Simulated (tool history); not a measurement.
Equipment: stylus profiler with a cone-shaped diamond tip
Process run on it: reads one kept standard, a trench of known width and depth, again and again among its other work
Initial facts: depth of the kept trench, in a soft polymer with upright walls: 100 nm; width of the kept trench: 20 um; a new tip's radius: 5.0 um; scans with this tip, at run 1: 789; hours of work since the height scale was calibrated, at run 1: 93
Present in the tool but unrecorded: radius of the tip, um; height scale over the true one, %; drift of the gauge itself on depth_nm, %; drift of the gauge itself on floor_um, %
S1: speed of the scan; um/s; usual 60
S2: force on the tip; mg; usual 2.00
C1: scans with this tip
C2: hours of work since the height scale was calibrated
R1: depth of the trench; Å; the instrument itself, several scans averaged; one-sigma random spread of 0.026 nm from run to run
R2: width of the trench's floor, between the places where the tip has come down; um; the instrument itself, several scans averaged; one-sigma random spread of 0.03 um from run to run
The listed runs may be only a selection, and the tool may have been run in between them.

Run 1, hour 0.0: usual settings; C1 789; C2 93. Result: R1 1008.7 Å, R2 17.52 um.
Run 2, hour 34.9: usual settings but S2 1.31 mg; C1 1021; C2 120. Result: R1 1006.9 Å, R2 17.40 um.
Run 3, hour 67.4: usual settings but S2 1.31 mg; C1 1237; C2 145. Result: R1 1007.1 Å, R2 17.34 um.
Run 4, hour 96.9: usual settings but S2 1.31 mg; C1 1433; C2 168. Result: R1 1006.5 Å, R2 17.29 um.
Run 5, hour 120.3: usual settings; C1 1589; C2 186. Result: R1 1009.0 Å, R2 17.39 um.
Run 6, hour 138.0: usual settings but S2 5.61 mg; C1 1706; C2 200. Result: R1 1017.8 Å, R2 17.56 um.
Run 7, hour 174.5: usual settings but S2 5.61 mg; C1 1949; C2 229. Result: R1 1017.7 Å, R2 17.45 um.
Run 8, hour 199.8: usual settings but S2 5.61 mg; C1 2117; C2 248. Result: R1 1017.5 Å, R2 17.48 um.
Run 9, hour 232.3: usual settings but S2 3.75 mg; C1 2333; C2 274. Result: R1 1013.7 Å, R2 17.32 um.
Run 10, hour 264.1: usual settings but S1 94 um/s; C1 2544; C2 298. Result: R1 1009.1 Å, R2 17.02 um.
Run 11, hour 299.0: usual settings but S1 94 um/s; C1 2776; C2 325. Result: R1 1009.4 Å, R2 16.96 um.
Run 12, hour 328.2: usual settings but S1 94 um/s; C1 2970; C2 348. Result: R1 1009.4 Å, R2 16.94 um.
Run 13, hour 350.6: usual settings but S1 94 um/s; C1 3119; C2 366. Result: R1 1009.8 Å, R2 16.91 um.
Run 14, hour 378.7: usual settings but S1 94 um/s; C1 3305; C2 388. Result: R1 1010.0 Å, R2 16.96 um.
Run 15, hour 406.3: usual settings; C1 3489; C2 409. Result: R1 1009.9 Å, R2 17.18 um.
Run 16, hour 435.2: usual settings; C1 3681; C2 432. Result: R1 1009.6 Å, R2 17.06 um.
Run 17, hour 454.5: usual settings; C1 3809; C2 447. Result: R1 1009.4 Å, R2 17.06 um.

Estimate the outcome of run 18 from the log above:
Run 18, hour 479.3: usual settings but S1 65 um/s, S2 3.73 mg; C1 3974; C2 466. Result: R1 ?, R2 ?.

R1: 1014.1 Å
R2: 17.12 um
Minus the tool's unlogged condition, the same run would have read R1 1012.6 Å, R2 17.67 um.
